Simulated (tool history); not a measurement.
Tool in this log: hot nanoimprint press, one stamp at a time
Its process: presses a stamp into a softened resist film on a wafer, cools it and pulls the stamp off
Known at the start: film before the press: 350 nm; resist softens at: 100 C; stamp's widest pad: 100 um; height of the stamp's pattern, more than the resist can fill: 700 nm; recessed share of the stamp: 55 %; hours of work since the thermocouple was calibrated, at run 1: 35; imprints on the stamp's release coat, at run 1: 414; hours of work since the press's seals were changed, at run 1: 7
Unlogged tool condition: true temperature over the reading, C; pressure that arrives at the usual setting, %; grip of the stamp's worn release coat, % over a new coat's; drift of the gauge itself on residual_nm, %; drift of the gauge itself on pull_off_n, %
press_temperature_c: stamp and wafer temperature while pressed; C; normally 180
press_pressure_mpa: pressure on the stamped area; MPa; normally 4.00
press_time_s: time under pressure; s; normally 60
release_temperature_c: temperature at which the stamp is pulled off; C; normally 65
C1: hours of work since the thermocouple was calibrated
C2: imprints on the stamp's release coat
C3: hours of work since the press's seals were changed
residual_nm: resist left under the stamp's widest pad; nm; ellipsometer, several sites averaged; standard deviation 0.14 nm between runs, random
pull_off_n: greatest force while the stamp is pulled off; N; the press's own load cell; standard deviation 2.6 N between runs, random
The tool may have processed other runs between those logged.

{"run": 1, "day": 0.0, "press_temperature_c": 180, "press_pressure_mpa": 4.0, "press_time_s": 60, "release_temperature_c": 65, "C1": 35, "C2": 414, "C3": 7, "residual_nm": 137.0, "pull_off_n": 217}
{"run": 2, "day": 0.246, "press_temperature_c": 180, "press_pressure_mpa": 4.0, "press_time_s": 60, "release_temperature_c": 65, "C1": 38, "C2": 438, "C3": 10, "residual_nm": 137.0, "pull_off_n": 225}
{"run": 3, "day": 0.508, "press_temperature_c": 180, "press_pressure_mpa": 4.0, "press_time_s": 60, "release_temperature_c": 65, "C1": 42, "C2": 465, "C3": 14, "residual_nm": 137.0, "pull_off_n": 218}
{"run": 4, "day": 1.008, "press_temperature_c": 180, "press_pressure_mpa": 4.0, "press_time_s": 60, "release_temperature_c": 65, "C1": 49, "C2": 516, "C3": 21, "residual_nm": 137.2, "pull_off_n": 223}
{"run": 5, "day": 1.246, "press_temperature_c": 180, "press_pressure_mpa": 4.0, "press_time_s": 60, "release_temperature_c": 65, "C1": 52, "C2": 539, "C3": 24, "residual_nm": 136.9, "pull_off_n": 221}
{"run": 6, "day": 1.754, "press_temperature_c": 180, "press_pressure_mpa": 4.0, "press_time_s": 60, "release_temperature_c": 65, "C1": 59, "C2": 591, "C3": 31, "residual_nm": 137.0, "pull_off_n": 221}
{"run": 7, "day": 2.296, "press_temperature_c": 180, "press_pressure_mpa": 4.34, "press_time_s": 60, "release_temperature_c": 65, "C1": 66, "C2": 646, "C3": 38, "residual_nm": 131.7, "pull_off_n": 221}
{"run": 8, "day": 2.658, "press_temperature_c": 180, "press_pressure_mpa": 4.0, "press_time_s": 60, "release_temperature_c": 65, "C1": 71, "C2": 683, "C3": 43, "residual_nm": 137.0, "pull_off_n": 218}
{"run": 9, "day": 3.125, "press_temperature_c": 180, "press_pressure_mpa": 4.0, "press_time_s": 60, "release_temperature_c": 65, "C1": 77, "C2": 730, "C3": 49, "residual_nm": 136.9, "pull_off_n": 221}
{"run": 10, "day": 3.608, "press_temperature_c": 180, "press_pressure_mpa": 4.0, "press_time_s": 60, "release_temperature_c": 65, "C1": 84, "C2": 779, "C3": 56, "residual_nm": 136.9, "pull_off_n": 224}
{"run": 11, "day": 4.017, "press_temperature_c": 185, "press_pressure_mpa": 4.0, "press_time_s": 60, "release_temperature_c": 65, "C1": 89, "C2": 820, "C3": 62, "residual_nm": 117.8, "pull_off_n": 219}
{"run": 12, "day": 4.458, "press_temperature_c": 185, "press_pressure_mpa": 4.0, "press_time_s": 60, "release_temperature_c": 65, "C1": 95, "C2": 865, "C3": 67, "residual_nm": 117.7, "pull_off_n": 220}
{"run": 13, "day": 4.883, "press_temperature_c": 185, "press_pressure_mpa": 4.0, "press_time_s": 60, "release_temperature_c": 65, "C1": 101, "C2": 908, "C3": 73, "residual_nm": 117.5, "pull_off_n": 220}
{"run": 14, "day": 5.329, "press_temperature_c": 180, "press_pressure_mpa": 4.0, "press_time_s": 60, "release_temperature_c": 65, "C1": 107, "C2": 953, "C3": 79, "residual_nm": 137.0, "pull_off_n": 220}
{"run": 15, "day": 5.638, "press_temperature_c": 180, "press_pressure_mpa": 4.0, "press_time_s": 60, "release_temperature_c": 64, "C1": 111, "C2": 984, "C3": 83, "residual_nm": 137.1, "pull_off_n": 231}
{"run": 16, "day": 6.171, "press_temperature_c": 180, "press_pressure_mpa": 4.0, "press_time_s": 60, "release_temperature_c": 64, "C1": 119, "C2": 1038, "C3": 91, "residual_nm": 137.1, "pull_off_n": 227}
{"run": 17, "day": 6.604, "press_temperature_c": 180, "press_pressure_mpa": 4.0, "press_time_s": 60, "release_temperature_c": 64, "C1": 124, "C2": 1082, "C3": 97, "residual_nm": 137.1, "pull_off_n": 225}
{"run": 18, "day": 6.883, "press_temperature_c": 178, "press_pressure_mpa": 2.57, "press_time_s": 84, "release_temperature_c": 57, "C1": 128, "C2": 1110, "C3": 100, "residual_nm": 156.5, "pull_off_n": 256}
{"run": 19, "day": 7.338, "press_temperature_c": 178, "press_pressure_mpa": 5.38, "press_time_s": 84, "release_temperature_c": 57, "C1": 134, "C2": 1156, "C3": 106, "residual_nm": 110.3, "pull_off_n": 256}
{"run": 20, "day": 7.725, "press_temperature_c": 178, "press_pressure_mpa": 5.38, "press_time_s": 84, "release_temperature_c": 57, "C1": 140, "C2": 1195, "C3": 112, "residual_nm": 110.1, "pull_off_n": 260}
{"run": 21, "day": 8.175, "press_temperature_c": 180, "press_pressure_mpa": 4.87, "press_time_s": 79, "release_temperature_c": 68, "C1": 146, "C2": 1241, "C3": 118, "residual_nm": 111.2, "pull_off_n": 206}
{"run": 22, "day": 8.554, "press_temperature_c": 180, "press_pressure_mpa": 4.87, "press_time_s": 79, "release_temperature_c": 68, "C1": 151, "C2": 1279, "C3": 123, "residual_nm": 111.1, "pull_off_n": 207}
{"run": 23, "day": 8.967, "press_temperature_c": 169, "press_pressure_mpa": 4.0, "press_time_s": 35, "release_temperature_c": 65, "C1": 156, "C2": 1321, "C3": 129, "residual_nm": 227.0, "pull_off_n": 220}
{"run": 24, "day": 9.417, "press_temperature_c": 179, "press_pressure_mpa": 3.87, "press_time_s": 32, "release_temperature_c": 55, "C1": 163, "C2": 1366, "C3": 135, "residual_nm": 181.0, "pull_off_n": 274}
{"run": 25, "day": 9.804, "press_temperature_c": 183, "press_pressure_mpa": 3.87, "press_time_s": 33, "release_temperature_c": 55, "C1": 168, "C2": 1405, "C3": 140, "residual_nm": 160.5, "pull_off_n": 275}
{"run": 26, "day": 10.221, "press_temperature_c": 174, "press_pressure_mpa": 3.87, "press_time_s": 33, "release_temperature_c": 55, "C1": 173, "C2": 1448, "C3": 146, "residual_nm": 205.8, "pull_off_n": 273}
{"run": 27, "day": 10.592, "press_temperature_c": 180, "press_pressure_mpa": 3.63, "press_time_s": 36, "release_temperature_c": 65, "C1": 178, "C2": 1485, "C3": 151, "residual_nm": 173.9, "pull_off_n": 220}
{"run": 28, "day": 11.025, "press_temperature_c": 183, "press_pressure_mpa": 6.21, "press_time_s": 102, "release_temperature_c": 65, "C1": 184, "C2": 1529, "C3": 156, "residual_nm": 79.9, "pull_off_n": 221}
{"run": 29, "day": 11.462, "press_temperature_c": 188, "press_pressure_mpa": 4.0, "press_time_s": 60, "release_temperature_c": 59, "C1": 190, "C2": 1573, "C3": 162, "residual_nm": 107.6, "pull_off_n": 255}
{"run": 30, "day": 11.688, "press_temperature_c": 179, "press_pressure_mpa": 3.63, "press_time_s": 67, "release_temperature_c": 65, "C1": 193, "C2": 1596, "C3": 165, "residual_nm": 141.2, "pull_off_n": 220}
{"run": 31, "day": 12.042, "press_temperature_c": 192, "press_pressure_mpa": 4.0, "press_time_s": 60, "release_temperature_c": 65, "C1": 198, "C2": 1632, "C3": 170, "residual_nm": 95.9, "pull_off_n": 223}

Predict each of these 3 candidate next runs independently; none follows another, all start after run 31:
{"run": "A", "day": 12.342, "press_temperature_c": 170, "press_pressure_mpa": 4.0, "press_time_s": 60, "release_temperature_c": 65, "C1": 202, "C2": 1662, "C3": 174, "residual_nm": "?", "pull_off_n": "?"}
{"run": "B", "day": 12.342, "press_temperature_c": 192, "press_pressure_mpa": 3.03, "press_time_s": 60, "release_temperature_c": 71, "C1": 202, "C2": 1662, "C3": 174, "residual_nm": "?", "pull_off_n": "?"}
{"run": "C", "day": 12.342, "press_temperature_c": 174, "press_pressure_mpa": 4.0, "press_time_s": 60, "release_temperature_c": 57, "C1": 202, "C2": 1662, "C3": 174, "residual_nm": "?", "pull_off_n": "?"}

run=A residual_nm=186.7 pull_off_n=225
run=B residual_nm=110.3 pull_off_n=190
run=C residual_nm=165.0 pull_off_n=265
With the hidden condition removed and each run's random variation left untouched, the same runs would have given:
run=A residual_nm=186.7 pull_off_n=224
run=B residual_nm=110.3 pull_off_n=189
run=C residual_nm=165.0 pull_off_n=263

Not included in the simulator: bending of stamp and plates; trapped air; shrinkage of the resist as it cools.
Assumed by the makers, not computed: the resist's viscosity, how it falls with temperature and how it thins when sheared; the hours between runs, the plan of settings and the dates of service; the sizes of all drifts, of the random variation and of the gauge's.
